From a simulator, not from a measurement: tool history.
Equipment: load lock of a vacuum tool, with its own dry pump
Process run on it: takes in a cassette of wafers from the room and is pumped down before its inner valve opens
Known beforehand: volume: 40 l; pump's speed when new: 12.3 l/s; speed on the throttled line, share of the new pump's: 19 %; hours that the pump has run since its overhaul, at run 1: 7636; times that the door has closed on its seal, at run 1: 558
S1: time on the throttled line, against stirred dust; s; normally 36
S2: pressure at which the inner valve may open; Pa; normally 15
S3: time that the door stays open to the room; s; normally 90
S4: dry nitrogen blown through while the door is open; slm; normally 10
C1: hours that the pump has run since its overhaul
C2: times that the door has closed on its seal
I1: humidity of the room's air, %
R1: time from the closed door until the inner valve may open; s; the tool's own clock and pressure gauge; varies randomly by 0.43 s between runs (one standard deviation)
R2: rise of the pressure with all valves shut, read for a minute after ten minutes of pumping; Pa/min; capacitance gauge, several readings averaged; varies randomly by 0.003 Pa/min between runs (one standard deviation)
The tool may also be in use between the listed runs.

run,hour,S1,S2,S3,S4,C1,C2,I1,R1,R2
1,0.0,36,15,90,10,7636,558,44.5,58.7,0.045
2,153.6,36,15,90,10,7789,1122,45.1,58.6,0.047
3,264.9,36,15,90,10,7900,1531,44.5,58.8,0.044
4,421.7,36,17,90,10,8057,2107,40.9,58.2,0.043
5,627.1,23,17,90,10,8263,2862,45.6,48.4,0.050
6,821.1,36,15,90,10,8457,3574,44.6,58.9,0.048
7,1073.3,32,15,90,10,8709,4501,42.5,55.7,0.054
8,1291.8,32,15,90,10,8927,5304,46.1,55.3,0.056
9,1394.4,32,15,90,10,9030,5680,44.7,56.0,0.049
10,1532.5,26,15,90,10,9168,6188,42.6,51.4,0.050
11,1670.3,36,15,33,10,9306,6694,43.8,59.7,0.031
12,1862.9,36,15,33,10,9498,7402,40.3,59.5,0.038
13,2017.8,36,15,33,10,9653,7971,44.2,58.9,0.037
14,2260.4,36,15,33,10,9896,8862,42.9,59.1,0.044
15,2374.2,36,15,33,10,10010,9280,47.6,59.0,0.048
16,2541.0,36,15,33,10,10176,9893,48.6,59.6,0.053
17,2685.7,36,15,33,10,10321,10424,44.9,59.3,0.042
18,2865.5,63,15,33,10,10501,11085,44.0,81.2,0.048
19,3098.6,21,13,71,7,10734,11941,47.2,48.1,0.064
20,3340.2,24,25,28,32,10976,12829,42.4,48.0,0.037
21,3522.4,24,15,107,10,11158,13498,46.6,49.7,0.075
22,3696.8,45,11,90,10,11332,14139,45.2,67.9,0.073
23,3913.6,64,25,39,9,11549,14935,46.1,78.4,0.065
24,4049.5,36,24,90,10,11685,15435,46.4,57.7,0.076
25,4207.3,36,24,90,10,11843,16014,46.6,58.2,0.074
26,4336.8,36,24,90,10,11972,16490,43.6,57.7,0.071
27,4563.3,22,15,90,10,12199,17322,47.3,49.6,0.082
28,4665.2,33,15,90,10,12301,17696,46.3,57.5,0.077
29,4775.3,36,13,51,10,12411,18101,45.7,60.1,0.075
30,4989.6,36,13,51,10,12625,18888,42.9,59.0,0.077
31,5152.2,36,15,28,8,12788,19486,45.1,59.8,0.068
32,5318.4,36,15,90,4,12954,20096,47.2,59.5,0.100
33,5529.7,36,15,90,4,13165,20872,46.4,59.0,0.109
34,5719.7,47,15,133,10,13355,21570,45.8,68.2,0.107
35,5886.0,47,15,133,10,13522,22181,47.8,67.9,0.111

Each row is a separate what-if for the run after 35, all from the same tool condition, not one after another. Results?
A,6122.8,47,15,133,12,13758,23051,46.4,?,?
B,6122.8,36,13,62,10,13758,23051,44.7,?,?
C,6122.8,37,15,67,10,13758,23051,42.6,?,?

run,R1,R2
A,69.5,0.106
B,60.3,0.092
C,60.9,0.094
Had the tool no hidden state, the same runs would have come out as:
run,R1,R2
A,67.8,0.050
B,58.4,0.037
C,59.0,0.039
